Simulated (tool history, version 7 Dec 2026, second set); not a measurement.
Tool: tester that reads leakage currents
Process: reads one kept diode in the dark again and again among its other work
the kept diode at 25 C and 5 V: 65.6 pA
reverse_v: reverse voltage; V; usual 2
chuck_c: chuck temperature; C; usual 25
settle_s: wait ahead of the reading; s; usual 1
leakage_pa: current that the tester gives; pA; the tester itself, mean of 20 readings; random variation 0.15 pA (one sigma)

run	hour	reverse_v	chuck_c	settle_s	leakage_pa
1	0	2	25	1	47.89
2	29.6	1.95	25	1	47.48
3	58.4	1.95	25	1	47.37
4	90.7	1.95	25	1	47.61
5	117.5	1.95	25	1	47.17
6	139.1	2	44	1	263.91
7	161.1	2	44	1	265.63
8	190.9	3.38	46	1	379.26
9	219.6	1.18	57	1	634.01
10	247.9	1.18	57	1	638.95

Forecast each of these 3 alternatives for the next run:
A	286.7	2.57	39	0.51	?
B	286.7	1.78	32	0.44	?
C	286.7	1.18	57	1.68	?

run	leakage_pa
A	190.09
B	89.09
C	636.67
Without the tool's hidden state the same runs would have given:
run	leakage_pa
A	190.09
B	89.09
C	636.72
